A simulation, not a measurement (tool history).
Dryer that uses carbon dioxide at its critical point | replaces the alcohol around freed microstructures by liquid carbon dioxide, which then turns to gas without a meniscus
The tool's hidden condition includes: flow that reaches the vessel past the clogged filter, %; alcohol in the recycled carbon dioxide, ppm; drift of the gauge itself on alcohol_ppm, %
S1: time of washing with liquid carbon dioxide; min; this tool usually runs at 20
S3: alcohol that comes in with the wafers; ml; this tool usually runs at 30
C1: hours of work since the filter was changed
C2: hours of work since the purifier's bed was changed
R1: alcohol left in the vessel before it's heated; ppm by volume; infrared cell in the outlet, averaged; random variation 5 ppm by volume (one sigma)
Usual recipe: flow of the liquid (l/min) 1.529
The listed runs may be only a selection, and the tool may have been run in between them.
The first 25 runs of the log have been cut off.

run 26 hour=491.2 | S1=12 flow_of_the_liquid_(l/min)=1.130 S3=52 | C1=204 C2=361 | R1=1511
run 27 hour=510.3 | S1=14 flow_of_the_liquid_(l/min)=0.920 S3=23 | C1=213 C2=370 | R1=779
run 28 hour=533.8 | S1=14 flow_of_the_liquid_(l/min)=0.920 S3=23 | C1=224 C2=381 | R1=798
run 29 hour=554.9 | S1=14 flow_of_the_liquid_(l/min)=0.920 S3=23 | C1=234 C2=391 | R1=816
run 30 hour=578.5 | S1=20 flow_of_the_liquid_(l/min)=2.460 S3=30 | C1=245 C2=402 | R1=98
run 31 hour=592.3 | S1=20 flow_of_the_liquid_(l/min)=2.530 S3=45 | C1=251 C2=408 | R1=99
run 32 hour=618.1 | S1=22 flow_of_the_liquid_(l/min)=1.529 S3=30 | C1=264 C2=420 | R1=152
run 33 hour=643.8 | S1=22 flow_of_the_liquid_(l/min)=1.529 S3=30 | C1=276 C2=432 | R1=142
run 34 hour=661.7 | S1=20 flow_of_the_liquid_(l/min)=1.520 S3=81 | C1=284 C2=441 | R1=273
run 35 hour=677.7 | S1=24 flow_of_the_liquid_(l/min)=1.540 S3=85 | C1=292 C2=448 | R1=185
run 36 hour=694.9 | S1=21 flow_of_the_liquid_(l/min)=1.960 S3=22 | C1=300 C2=456 | R1=121
-- hour=704.2 inlet filter changed
run 37 hour=712.4 | S1=20 flow_of_the_liquid_(l/min)=1.810 S3=27 | C1=4 C2=464 | R1=131
run 38 hour=722.9 | S1=22 flow_of_the_liquid_(l/min)=1.500 S3=53 | C1=9 C2=469 | R1=160
run 39 hour=739.1 | S1=20 flow_of_the_liquid_(l/min)=2.430 S3=34 | C1=16 C2=477 | R1=122
run 40 hour=759.3 | S1=20 flow_of_the_liquid_(l/min)=2.230 S3=44 | C1=26 C2=486 | R1=124
run 41 hour=771.7 | S1=18 flow_of_the_liquid_(l/min)=1.529 S3=30 | C1=32 C2=492 | R1=182
run 42 hour=792.2 | S1=18 flow_of_the_liquid_(l/min)=1.529 S3=30 | C1=41 C2=501 | R1=183
run 43 hour=809.9 | S1=13 flow_of_the_liquid_(l/min)=1.060 S3=42 | C1=50 C2=510 | R1=1078
run 44 hour=826.7 | S1=12 flow_of_the_liquid_(l/min)=1.040 S3=46 | C1=57 C2=518 | R1=1445
run 45 hour=837.3 | S1=20 flow_of_the_liquid_(l/min)=1.760 S3=84 | C1=62 C2=523 | R1=183
run 46 hour=855.0 | S1=20 flow_of_the_liquid_(l/min)=1.760 S3=84 | C1=71 C2=531 | R1=187
run 47 hour=879.0 | S1=20 flow_of_the_liquid_(l/min)=1.760 S3=49 | C1=82 C2=542 | R1=163
run 48 hour=891.2 | S1=32 flow_of_the_liquid_(l/min)=1.080 S3=34 | C1=88 C2=548 | R1=165

Below are 3 alternative next runs, each starting from the tool's condition after run 48. Predict each:
run A hour=916.3 | S1=26 flow_of_the_liquid_(l/min)=1.080 S3=32 | C1=99 C2=560 | R1=?
run B hour=916.3 | S1=22 flow_of_the_liquid_(l/min)=1.529 S3=56 | C1=99 C2=560 | R1=?
run C hour=916.3 | S1=28 flow_of_the_liquid_(l/min)=1.480 S3=41 | C1=99 C2=560 | R1=?

run=A R1=188
run=B R1=178
run=C R1=152
Had the tool no hidden state, the same runs would have come out as:
run=A R1=48
run=B R1=38
run=C R1=12
